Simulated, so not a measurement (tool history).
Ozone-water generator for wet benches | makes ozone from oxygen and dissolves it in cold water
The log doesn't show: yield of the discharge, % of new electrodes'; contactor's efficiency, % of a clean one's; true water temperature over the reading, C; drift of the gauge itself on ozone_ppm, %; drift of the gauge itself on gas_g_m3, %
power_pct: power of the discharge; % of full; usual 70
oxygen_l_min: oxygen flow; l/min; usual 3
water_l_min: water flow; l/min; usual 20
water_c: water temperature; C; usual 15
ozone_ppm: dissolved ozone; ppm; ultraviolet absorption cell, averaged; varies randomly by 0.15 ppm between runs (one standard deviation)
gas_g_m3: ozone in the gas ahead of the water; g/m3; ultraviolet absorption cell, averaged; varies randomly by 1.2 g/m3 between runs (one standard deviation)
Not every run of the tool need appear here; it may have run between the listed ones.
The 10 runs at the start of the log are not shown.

run    hour  power_pct  oxygen_l_min  water_l_min  water_c  hours of work since the electrodes were changed  hours of work since the contactor was cleaned  hours of work since the thermometer was calibrated  ozone_ppm  gas_g_m3
 11  1396.8         70             3           15       15                                             5886                                           1082                                                1479       19.7     188.2
 12  1512.4         70             3           15       15                                             5976                                           1171                                                1569       19.5     187.4
 13    1601         70             3           15       15                                             6044                                           1240                                                1637       19.3     187.7
 14  1733.8         70             3           15       15                                             6147                                           1343                                                1740       19.5     186.2
 15  1923.3         70             3           21       15                                             6294                                           1490                                                1887       14.4     185.9
 16  2057.5         70             3           21       15                                             6398                                           1594                                                1991       14.4     186.1
 17  2162.1         86          3.84           20       15                                             6479                                           1675                                                2072       17.7     188.7
 18  2334.6         83             3           13       15                                             6612                                           1808                                                2205       24.2     211.1
 19  2498.7         59          4.29           14       14                                             6740                                           1935                                                2333       17.6       129
 20    2653        100             3           17        8                                             6859                                           2055                                                2452       24.1     240.9
 21    2742         50          1.89           18       15                                             6928                                           2124                                                2521       11.7       189
 22  2882.9         50          1.89           18       15                                             7037                                           2233                                                2630         12     189.1
       2895  -- water thermometer calibrated
 23  3077.2         50          1.89           18       15                                             7187                                           2383                                                 141       11.8     187.8
 24    3190         45          3.17           21       12                                             7275                                           2470                                                 228       10.3     126.1
 25  3320.6         67             3           20       12                                             7376                                           2572                                                 330       14.3     175.9
 26  3439.3         46          4.33           22       11                                             7468                                           2664                                                 422       10.4     103.8
     3573.2  -- water thermometer calibrated, once more
 27  3598.3         46          4.33           22       11                                             7590                                           2786                                                  19       10.2     105.5
 28  3779.6         46          4.33           22       11                                             7731                                           2927                                                 160       10.2     103.4
 29  3914.8         46          4.33           22       11                                             7836                                           3032                                                 265       10.2     104.2
 30  4026.2         46          4.33           22       11                                             7922                                           3118                                                 351       10.2       105
 31  4126.6         46          4.33           22       11                                             8000                                           3196                                                 429       10.1     103.5

What if the next run were any one of these 4? Each begins from the tool's condition after run 31:
  A  4314.3         70             3           20       11                                             8145                                           3341                                                 574          ?         ?
  B  4314.3         97          4.33           22       11                                             8145                                           3341                                                 574          ?         ?
  C  4314.3         45             3           20       15                                             8145                                           3341                                                 574          ?         ?
  D  4314.3         89          3.11           22       10                                             8145                                           3341                                                 574          ?         ?

run  ozone_ppm  gas_g_m3
  A       14.9     176.7
  B       17.8     181.3
  C       10.2     128.5
  D       16.2     206.8
Stripped of hidden state, with their random variation kept, the same runs would have yielded:
run  ozone_ppm  gas_g_m3
  A       18.9     218.6
  B         24     237.1
  C         12       147
  D       21.5     266.8
